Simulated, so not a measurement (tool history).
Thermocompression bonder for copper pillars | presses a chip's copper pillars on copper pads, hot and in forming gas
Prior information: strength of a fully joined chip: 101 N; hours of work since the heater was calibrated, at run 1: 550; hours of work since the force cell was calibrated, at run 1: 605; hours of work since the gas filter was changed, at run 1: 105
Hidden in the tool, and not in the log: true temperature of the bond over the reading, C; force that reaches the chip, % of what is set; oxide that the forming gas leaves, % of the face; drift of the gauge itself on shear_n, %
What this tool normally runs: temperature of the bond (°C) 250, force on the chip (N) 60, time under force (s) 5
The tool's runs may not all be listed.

run	hour	temperature of the bond (°C)	force on the chip (N)	time under force (s)	hours of work since the heater was calibrated	hours of work since the force cell was calibrated	hours of work since the gas filter was changed	force that shears a chip off (N)
1	0	250	60	5	550	605	105	37.7
2	21.4	250	60	5	567	622	122	36.2
3	46	250	60	5	587	642	141	38.2
4	72.1	250	60	4	607	662	162	33
5	85.5	250	60	4	618	673	172	32.5
6	105.7	250	60	4	634	689	188	32.9
7	117.6	250	60	4	643	698	197	32.9
8	143.3	250	60	4	664	718	218	32.8
9	155.3	250	60	5	673	728	227	36.6
10	181.4	250	60	13	694	749	248	50
# hour 192.6: forming gas filter changed
11	206	250	60	5	713	768	11	38.2
12	230.4	250	60	5	732	787	30	37.5
13	245.6	250	60	6	744	799	42	39.5
14	260	250	60	5	755	810	53	37.9
15	275.4	250	60	5	767	822	65	37
16	299.2	250	60	3	786	841	84	29.5
17	313.1	264	60	5	797	852	95	44.6
# hour 316.2: force cell calibrated
18	326.9	264	60	5	807	8	105	45.6
19	350.1	264	60	5	825	27	123	45
20	368.6	250	60	5	840	41	138	37.4
21	393	250	80	3	859	61	157	34.6
# hour 407.9: force cell calibrated, once more
22	415.6	250	80	12	876	6	174	54
23	440.8	250	80	12	896	26	194	54
24	459.6	250	80	12	911	41	209	53.6
25	473.5	258	48	5	922	52	220	33.3
26	485.5	258	48	5	931	61	229	33.7
27	506.2	258	48	5	947	78	245	34.3
# hour 521.6: forming gas filter changed
28	531.8	258	48	5	967	97	8	36.4
29	552.4	261	86	9	983	114	24	59.2
30	570	266	48	8	997	128	38	48.1
31	589.8	266	57	12	1013	143	54	57.1
32	613.5	228	37	12	1032	162	73	26.7
33	637.3	228	37	12	1050	181	91	28.3
34	658	250	60	3	1067	197	108	28.8
35	678.7	265	68	7	1083	213	124	50.4
36	696.4	262	43	8	1097	227	138	42.1
37	718.9	262	43	8	1115	245	156	41.6
38	731.9	262	43	8	1125	255	166	42.3
39	755.7	254	60	9	1144	274	185	44.7

Consider 5 possible next runs. They are alternatives, not a sequence: every one starts from the tool as it was left by run 39. What does each give?
A	768.9	243	88	5	1154	285	195	?
B	768.9	261	60	4	1154	285	195	?
C	768.9	250	83	5	1154	285	195	?
D	768.9	254	50	9	1154	285	195	?
E	768.9	253	83	9	1154	285	195	?

run	force that shears a chip off (N)
A	38.5
B	35.8
C	39.6
D	41.9
E	51.5
With the hidden condition removed and each run's random variation left untouched, the same runs would have given:
run	force that shears a chip off (N)
A	42.8
B	39.8
C	44
D	46.5
E	56.9

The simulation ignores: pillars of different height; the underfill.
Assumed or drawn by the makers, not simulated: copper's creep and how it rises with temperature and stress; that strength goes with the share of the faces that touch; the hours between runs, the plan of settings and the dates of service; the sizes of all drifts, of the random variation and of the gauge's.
